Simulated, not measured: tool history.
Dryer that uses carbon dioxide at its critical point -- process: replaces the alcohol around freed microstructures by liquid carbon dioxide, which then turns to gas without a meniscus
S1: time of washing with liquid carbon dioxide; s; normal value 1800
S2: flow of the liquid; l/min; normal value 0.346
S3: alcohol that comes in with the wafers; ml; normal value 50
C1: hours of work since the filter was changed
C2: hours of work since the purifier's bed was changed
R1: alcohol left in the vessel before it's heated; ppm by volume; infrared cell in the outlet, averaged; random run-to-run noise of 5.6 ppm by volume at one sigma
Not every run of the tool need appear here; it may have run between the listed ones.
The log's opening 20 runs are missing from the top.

run,day,S1,S2,S3,C1,C2,R1
21,8.054,1860,0.26,34,212,257,485
22,8.575,1800,0.565,21,218,263,61
23,8.883,2640,0.346,38,222,266,77
24,9.375,1800,0.558,50,228,272,57
25,9.729,1500,0.346,50,232,277,544
26,10.279,1800,0.286,50,239,283,579
27,10.671,2340,0.309,50,243,288,163
28,10.938,1980,0.452,40,247,291,76
29,11.458,2280,0.404,34,253,297,77
30,11.771,2280,0.404,34,257,301,77
31,12.179,2280,0.404,34,262,306,86
32,12.492,1260,0.347,47,265,310,943

What if the next run were any one of these 5? Each begins from the tool's condition after run 32:
A,13.083,1260,0.443,47,272,317,?
B,13.083,2640,0.537,102,272,317,?
C,13.083,1800,0.236,52,272,317,?
D,13.083,2580,0.307,47,272,317,?
E,13.083,2460,0.29,111,272,317,?

run,R1
A,418
B,61
C,1172
D,123
E,338
With no hidden state in the tool, these same runs would have given:
run,R1
A,250
B,3
C,841
D,40
E,175
